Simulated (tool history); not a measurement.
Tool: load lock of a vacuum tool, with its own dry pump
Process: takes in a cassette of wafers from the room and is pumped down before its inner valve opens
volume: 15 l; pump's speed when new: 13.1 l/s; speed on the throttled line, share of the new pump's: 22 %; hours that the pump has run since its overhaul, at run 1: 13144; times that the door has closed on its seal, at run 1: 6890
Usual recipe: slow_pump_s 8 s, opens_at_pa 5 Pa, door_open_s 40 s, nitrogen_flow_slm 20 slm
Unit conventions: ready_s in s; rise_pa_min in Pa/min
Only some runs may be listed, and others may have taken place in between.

run,day,slow_pump_s,opens_at_pa,door_open_s,nitrogen_flow_slm,hours that the pump has run since its overhaul,times that the door has closed on its seal,"incoming humidity of the room's air, %",ready_s,rise_pa_min
1,0,8,5,40,20,13144,6890,48.4,18.1,0.038
2,12.021,8,5,40,20,13433,8260,42,18,0.034
3,28.988,8,5,40,20,13840,10194,41.9,17.7,0.035
4,40.504,8,5,40,20,14116,11507,45.9,18,0.039
5,64.35,8,5,40,20,14689,14225,41.6,17.9,0.036
6,79.971,8,5,40,20,15064,16006,43.8,17.9,0.04
7,102.404,8,5,40,20,15602,18563,44.6,17.7,0.046
8,124.533,8,5,40,20,16133,21085,44.7,17.7,0.035
# day 146.662: dry pump taken out, an overhauled one fitted
9,147.208,8,5,40,20,13,23642,46.1,18,0.038
10,166.967,8,5,40,20,487,25894,44.8,17.7,0.038
11,186.158,8,5,40,20,948,28081,45,18,0.041
12,206.379,8,5,40,20,1433,30387,45.9,17.7,0.039
13,229.775,8,7,40,20,1995,33053,48.3,17.5,0.041
14,241.271,8,7,54,20,2271,34364,45.9,17.3,0.049
# day 243.033: door's seal changed, seat wiped
15,254.833,8,7,54,20,2595,1345,44.6,17.4,0.05
16,267.725,8,5,40,4,2904,2814,43.4,17.7,0.056
17,283.646,8,5,40,20,3286,4629,42.5,17.9,0.038
18,294.225,8,5,30,20,3540,5835,48,17.8,0.032
19,304.246,8,5,40,4,3780,6977,45.4,17.8,0.057
20,321.079,11,8,40,4,4184,8896,46,19.4,0.061
21,344.983,11,8,106,4,4758,11621,45.1,19.6,0.115
22,361.571,4,8,106,8,5156,13512,43.9,13.9,0.095
23,385.829,4,7,106,18,5738,16277,43.4,14.4,0.072
24,408.754,4,7,106,18,6289,18890,43.1,14.2,0.071
25,423.021,10,7,106,18,6631,20516,43.6,18.8,0.077
26,436.412,5,4,29,41,6952,22043,43.8,15.7,0.025
27,447.788,7,5,114,9,7225,23339,41.2,17,0.093
28,460.362,13,5,40,20,7527,24773,47.7,21.7,0.04
29,473.817,6,5,26,39,7850,26307,42.6,16.5,0.022
30,487.808,6,8,26,11,8186,27901,45.1,15.8,0.033
31,506.846,7,5,157,7,8643,30071,44.3,17.1,0.135
32,530.817,7,5,157,7,9218,32804,48.1,17.2,0.148
# day 546.996: door's seal changed, seat wiped
33,549.862,7,5,157,7,9674,327,43.7,17,0.13
34,570.392,8,5,201,20,10166,2667,47.9,17.7,0.119
35,589.921,5,6,132,20,10635,4893,44.4,15.1,0.087
36,609.775,5,6,132,20,11112,7156,43.6,15,0.081

Below are 3 alternative next runs, each starting from the tool's condition after run 36. Predict each:
A,625.733,8,5,40,7,11495,8975,44.7,?,?
B,625.733,8,7,161,31,11495,8975,40.9,?,?
C,625.733,10,5,40,20,11495,8975,49.5,?,?

run,ready_s,rise_pa_min
A,18.1,0.054
B,17.1,0.068
C,19.3,0.046
With no hidden state in the tool, these same runs would have given:
run,ready_s,rise_pa_min
A,18.1,0.054
B,17.1,0.068
C,19.3,0.046
